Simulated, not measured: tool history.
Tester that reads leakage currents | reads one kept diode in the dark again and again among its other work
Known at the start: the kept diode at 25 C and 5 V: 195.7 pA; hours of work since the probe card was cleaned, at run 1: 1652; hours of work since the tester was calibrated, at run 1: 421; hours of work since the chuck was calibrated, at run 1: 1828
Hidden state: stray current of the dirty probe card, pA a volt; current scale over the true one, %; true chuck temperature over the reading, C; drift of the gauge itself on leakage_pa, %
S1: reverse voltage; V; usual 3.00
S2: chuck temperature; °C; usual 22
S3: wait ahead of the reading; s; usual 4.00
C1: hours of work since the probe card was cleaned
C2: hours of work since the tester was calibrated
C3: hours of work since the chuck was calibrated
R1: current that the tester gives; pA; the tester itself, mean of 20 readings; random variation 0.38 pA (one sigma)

run,hour,S1,S2,S3,C1,C2,C3,R1
1,0.0,3.00,22,4.00,1652,421,1828,118.70
2,91.9,3.00,22,4.00,1712,482,1889,119.20
3,195.0,3.00,22,4.00,1780,549,1957,118.46
4,257.3,3.00,22,4.00,1821,590,1998,118.97
5,345.4,3.00,22,4.00,1879,648,2055,118.54
6,423.3,3.00,22,9.85,1930,699,2107,118.44
# hour 515.8: chuck's temperature calibrated
7,529.7,3.00,22,4.00,1998,768,9,130.12
8,621.1,1.61,22,4.00,2059,828,69,98.13
9,700.6,3.00,22,2.34,2111,880,121,129.87
10,786.5,3.00,22,2.34,2167,937,178,128.87
# hour 831.6: probe card cleaned and baked
11,854.7,3.00,22,4.00,15,980,221,122.54
12,936.7,3.00,22,4.00,69,1034,275,122.22
13,989.4,3.00,22,4.00,104,1068,309,122.88
14,1107.1,3.00,22,4.00,181,1146,387,122.66
15,1159.1,3.00,22,4.00,215,1180,421,122.13
16,1251.1,3.00,22,4.00,276,1240,481,123.10
17,1334.8,3.00,22,4.00,331,1295,536,122.40
18,1411.5,1.38,22,4.00,381,1346,587,88.60
19,1515.8,1.38,22,4.00,450,1414,655,88.42
20,1616.3,1.38,22,4.00,516,1480,721,88.21
21,1733.5,16.01,22,7.64,593,1557,798,247.53
22,1857.2,16.01,22,7.64,674,1639,880,247.98

Run 23 comes next. What will it give?
23,1973.1,10.65,22,7.64,750,1715,956,?

{"run 23": {"R1": 208.44}}
Without the tool's hidden state the same run would have given R1 210.99 pA.

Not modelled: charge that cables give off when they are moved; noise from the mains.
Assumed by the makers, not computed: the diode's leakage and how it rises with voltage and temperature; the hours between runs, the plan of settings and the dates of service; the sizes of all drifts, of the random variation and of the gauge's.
